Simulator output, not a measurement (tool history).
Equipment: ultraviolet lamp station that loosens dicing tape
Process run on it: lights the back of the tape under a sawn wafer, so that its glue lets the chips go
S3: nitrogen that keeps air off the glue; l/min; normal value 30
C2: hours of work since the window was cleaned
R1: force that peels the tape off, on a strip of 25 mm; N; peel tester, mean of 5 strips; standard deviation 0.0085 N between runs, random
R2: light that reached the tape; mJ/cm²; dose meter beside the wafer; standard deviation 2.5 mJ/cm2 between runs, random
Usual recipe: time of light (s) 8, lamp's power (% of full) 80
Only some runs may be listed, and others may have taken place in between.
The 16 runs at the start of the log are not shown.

{"run": 17, "day": 6.721, "time of light (s)": 8, "lamp's power (% of full)": 80, "S3": 30, "hours of work of the lamp": 214, "C2": 548, "R1": 0.505, "R2": 238}
{"run": 18, "day": 7.096, "time of light (s)": 8, "lamp's power (% of full)": 80, "S3": 30, "hours of work of the lamp": 218, "C2": 553, "R1": 0.505, "R2": 242}
{"day": 7.392, "done": "window cleaned of glue's vapour"}
{"run": 19, "day": 7.533, "time of light (s)": 8, "lamp's power (% of full)": 80, "S3": 30, "hours of work of the lamp": 223, "C2": 2, "R1": 0.529, "R2": 236}
{"run": 20, "day": 7.862, "time of light (s)": 9, "lamp's power (% of full)": 84, "S3": 12, "hours of work of the lamp": 227, "C2": 6, "R1": 0.766, "R2": 275}
{"run": 21, "day": 8.329, "time of light (s)": 4, "lamp's power (% of full)": 80, "S3": 10, "hours of work of the lamp": 233, "C2": 11, "R1": 1.929, "R2": 112}
{"run": 22, "day": 8.825, "time of light (s)": 15, "lamp's power (% of full)": 61, "S3": 21, "hours of work of the lamp": 239, "C2": 17, "R1": 0.381, "R2": 331}
{"day": 9.133, "done": "window cleaned of glue's vapour, once more"}
{"run": 23, "day": 9.133, "time of light (s)": 9, "lamp's power (% of full)": 66, "S3": 30, "hours of work of the lamp": 242, "C2": 0, "R1": 0.448, "R2": 267}
{"run": 24, "day": 9.533, "time of light (s)": 4, "lamp's power (% of full)": 66, "S3": 19, "hours of work of the lamp": 247, "C2": 5, "R1": 1.508, "R2": 120}
{"run": 25, "day": 9.792, "time of light (s)": 5, "lamp's power (% of full)": 80, "S3": 58, "hours of work of the lamp": 250, "C2": 8, "R1": 0.581, "R2": 179}
{"run": 26, "day": 10.083, "time of light (s)": 4, "lamp's power (% of full)": 80, "S3": 30, "hours of work of the lamp": 253, "C2": 11, "R1": 1.073, "R2": 145}
{"run": 27, "day": 10.312, "time of light (s)": 9, "lamp's power (% of full)": 71, "S3": 30, "hours of work of the lamp": 256, "C2": 14, "R1": 0.393, "R2": 287}
{"run": 28, "day": 10.808, "time of light (s)": 7, "lamp's power (% of full)": 80, "S3": 40, "hours of work of the lamp": 262, "C2": 20, "R1": 0.407, "R2": 245}
{"run": 29, "day": 11.275, "time of light (s)": 8, "lamp's power (% of full)": 69, "S3": 59, "hours of work of the lamp": 268, "C2": 26, "R1": 0.364, "R2": 244}
{"run": 30, "day": 11.775, "time of light (s)": 7, "lamp's power (% of full)": 79, "S3": 16, "hours of work of the lamp": 274, "C2": 32, "R1": 0.736, "R2": 241}
{"run": 31, "day": 11.996, "time of light (s)": 7, "lamp's power (% of full)": 79, "S3": 16, "hours of work of the lamp": 276, "C2": 34, "R1": 0.776, "R2": 239}
{"run": 32, "day": 12.425, "time of light (s)": 7, "lamp's power (% of full)": 79, "S3": 16, "hours of work of the lamp": 281, "C2": 39, "R1": 0.751, "R2": 243}
{"run": 33, "day": 12.721, "time of light (s)": 8, "lamp's power (% of full)": 98, "S3": 52, "hours of work of the lamp": 285, "C2": 43, "R1": 0.234, "R2": 343}
{"run": 34, "day": 13.183, "time of light (s)": 5, "lamp's power (% of full)": 60, "S3": 30, "hours of work of the lamp": 291, "C2": 49, "R1": 1.158, "R2": 133}
{"run": 35, "day": 13.654, "time of light (s)": 5, "lamp's power (% of full)": 79, "S3": 30, "hours of work of the lamp": 296, "C2": 54, "R1": 0.853, "R2": 167}
{"run": 36, "day": 14.004, "time of light (s)": 5, "lamp's power (% of full)": 79, "S3": 30, "hours of work of the lamp": 300, "C2": 58, "R1": 0.867, "R2": 172}

Branching from run 36: 4 alternative next runs. What would each branch give?
{"run": "A", "day": 14.417, "time of light (s)": 15, "lamp's power (% of full)": 76, "S3": 49, "hours of work of the lamp": 305, "C2": 63, "R1": "?", "R2": "?"}
{"run": "B", "day": 14.417, "time of light (s)": 5, "lamp's power (% of full)": 71, "S3": 30, "hours of work of the lamp": 305, "C2": 63, "R1": "?", "R2": "?"}
{"run": "C", "day": 14.417, "time of light (s)": 5, "lamp's power (% of full)": 79, "S3": 19, "hours of work of the lamp": 305, "C2": 63, "R1": "?", "R2": "?"}
{"run": "D", "day": 14.417, "time of light (s)": 5, "lamp's power (% of full)": 79, "S3": 37, "hours of work of the lamp": 305, "C2": 63, "R1": "?", "R2": "?"}

run=A R1=0.169 R2=490
run=B R1=0.99 R2=155
run=C R1=1.068 R2=164
run=D R1=0.766 R2=170
Without the tool's hidden state the same runs would have given:
run=A R1=0.164 R2=547
run=B R1=0.858 R2=173
run=C R1=0.932 R2=184
run=D R1=0.651 R2=189

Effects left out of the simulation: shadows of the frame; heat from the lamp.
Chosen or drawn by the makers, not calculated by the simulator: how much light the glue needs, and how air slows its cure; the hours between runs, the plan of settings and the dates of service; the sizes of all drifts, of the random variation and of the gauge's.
